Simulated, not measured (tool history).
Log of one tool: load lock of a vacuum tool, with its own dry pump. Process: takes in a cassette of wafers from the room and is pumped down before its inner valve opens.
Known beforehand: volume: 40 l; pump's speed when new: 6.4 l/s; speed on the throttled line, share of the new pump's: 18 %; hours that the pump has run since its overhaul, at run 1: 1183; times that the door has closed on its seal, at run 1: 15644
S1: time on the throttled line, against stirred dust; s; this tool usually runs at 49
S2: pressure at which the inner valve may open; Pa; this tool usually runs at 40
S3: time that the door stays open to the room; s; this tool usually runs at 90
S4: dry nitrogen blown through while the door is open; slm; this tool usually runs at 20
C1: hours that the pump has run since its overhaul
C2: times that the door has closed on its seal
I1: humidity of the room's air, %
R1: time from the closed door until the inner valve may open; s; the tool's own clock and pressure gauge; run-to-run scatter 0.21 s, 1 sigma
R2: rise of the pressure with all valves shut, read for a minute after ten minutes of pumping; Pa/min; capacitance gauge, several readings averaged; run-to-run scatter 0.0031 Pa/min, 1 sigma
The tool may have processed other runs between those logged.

run	day	S1	S2	S3	S4	C1	C2	I1	R1	R2
1	0.000	49	40	90	20	1183	15644	44.5	90.5	0.089
2	6.117	49	40	90	20	1330	16055	44.3	90.6	0.095
3	11.650	49	40	90	44	1463	16427	48.1	90.2	0.077
4	17.246	49	40	90	20	1597	16802	45.1	90.4	0.103
5	21.071	49	40	90	20	1689	17059	43.9	90.3	0.096
6	26.304	63	40	90	20	1815	17410	50.1	102.0	0.109
7	32.275	49	40	26	20	1958	17811	44.0	90.6	0.061
8	37.279	49	40	38	20	2078	18147	45.9	90.5	0.067
9	40.712	83	40	38	20	2160	18378	42.4	118.6	0.069
10	46.171	83	40	38	20	2291	18744	46.8	118.2	0.075
11	48.958	83	44	38	20	2358	18931	44.1	117.4	0.076
12	52.525	49	75	60	20	2444	19171	46.0	86.8	0.089
13	57.750	49	40	56	13	2569	19522	43.6	90.7	0.091
14	61.896	65	40	90	8	2669	19800	45.0	103.5	0.124
15	67.742	85	28	90	6	2809	20193	46.2	122.6	0.132
16	73.533	49	65	105	20	2948	20582	46.3	87.4	0.117
17	78.804	49	40	90	4	3075	20936	44.6	90.8	0.145
18	84.258	49	40	90	4	3205	21302	43.9	90.8	0.136
19	86.979	94	40	100	8	3271	21485	44.6	127.6	0.137
20	90.904	40	44	90	9	3365	21748	47.1	83.1	0.128
21	94.600	40	30	103	33	3454	21996	40.9	84.8	0.096
22	98.917	27	60	90	20	3557	22286	44.4	70.5	0.116

Here are 3 independent what-if runs from the current tool condition. What would each one return?
A	102.562	32	64	90	7	3645	22531	44.0	?	?
B	102.562	25	60	90	20	3645	22531	42.9	?	?
C	102.562	51	60	90	20	3645	22531	42.5	?	?

run	R1	R2
A	73.8	0.134
B	68.5	0.113
C	90.1	0.106
Without the tool's unlogged condition, the same runs would have read:
run	R1	R2
A	72.7	0.086
B	67.3	0.065
C	89.0	0.058

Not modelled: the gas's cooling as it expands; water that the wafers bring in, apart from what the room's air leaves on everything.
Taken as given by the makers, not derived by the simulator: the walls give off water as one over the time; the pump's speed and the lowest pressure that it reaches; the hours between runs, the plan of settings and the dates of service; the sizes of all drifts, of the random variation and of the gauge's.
